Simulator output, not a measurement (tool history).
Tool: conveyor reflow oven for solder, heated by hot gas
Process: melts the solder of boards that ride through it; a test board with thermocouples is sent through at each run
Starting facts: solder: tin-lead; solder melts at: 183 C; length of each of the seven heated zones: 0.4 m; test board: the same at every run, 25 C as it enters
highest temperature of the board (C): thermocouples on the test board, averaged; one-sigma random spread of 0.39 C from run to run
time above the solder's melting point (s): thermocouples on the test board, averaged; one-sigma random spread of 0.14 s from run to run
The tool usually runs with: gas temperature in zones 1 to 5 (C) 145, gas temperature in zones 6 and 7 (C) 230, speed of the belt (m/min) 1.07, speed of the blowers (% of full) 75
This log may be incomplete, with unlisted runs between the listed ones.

run,hour,gas temperature in zones 1 to 5 (C),gas temperature in zones 6 and 7 (C),speed of the belt (m/min),speed of the blowers (% of full),highest temperature of the board (C),time above the solder's melting point (s)
1,0,145,230,1.07,75,214.4,33.7
2,15.4,145,230,1.07,75,214.2,33.6
# hour 28.4: flux residue cleaned out of gas plates and filters
3,36.7,145,230,1.07,75,215,33.6
4,46.7,145,229,1.07,75,213.6,33.3
5,56.7,145,230,1.06,75,215,34
6,78.6,145,230,1.06,75,214.6,34.1
7,94.4,145,230,1.06,75,214.9,34.1
8,108,145,230,1.07,75,214.2,33.6
9,127.4,145,230,1.07,75,214.3,33.8
10,145.5,143,230,1.07,75,213.7,32.9
11,158,143,230,1.07,75,214.7,32.9
12,171,145,230,1.07,75,214.3,33.7
13,187.6,145,230,1.07,75,214.9,33.5
14,200.9,134,228,0.9,67,213.6,37.2
15,214.8,145,224,1.21,64,202.2,21.9
16,230.9,145,244,1.23,64,217.7,29.5
17,251.1,133,244,1.23,64,214.1,26.1
18,270.3,134,236,1.07,75,216.9,32.7
19,285.1,145,242,1.07,62,219.8,35.9
20,304.3,145,242,1.07,62,220,35.7
21,321.4,133,232,1.12,74,211.6,28.4
22,333.5,133,232,1.12,74,212.3,28.2
23,354.3,145,238,1.07,75,221.2,36.7

Predict each of these 3 candidate next runs independently; none follows another, all start after run 23:
A,368.3,156,238,0.86,63,?,?
B,368.3,145,220,1.11,59,?,?
C,368.3,145,235,1,75,?,?

run,highest temperature of the board (C),time above the solder's melting point (s)
A,225.9,51.3
B,199.5,22.6
C,220.4,38.9
Stripped of hidden state, with their random variation kept, the same runs would have yielded:
run,highest temperature of the board (C),time above the solder's melting point (s)
A,226,51.3
B,199.5,22.6
C,220.4,39
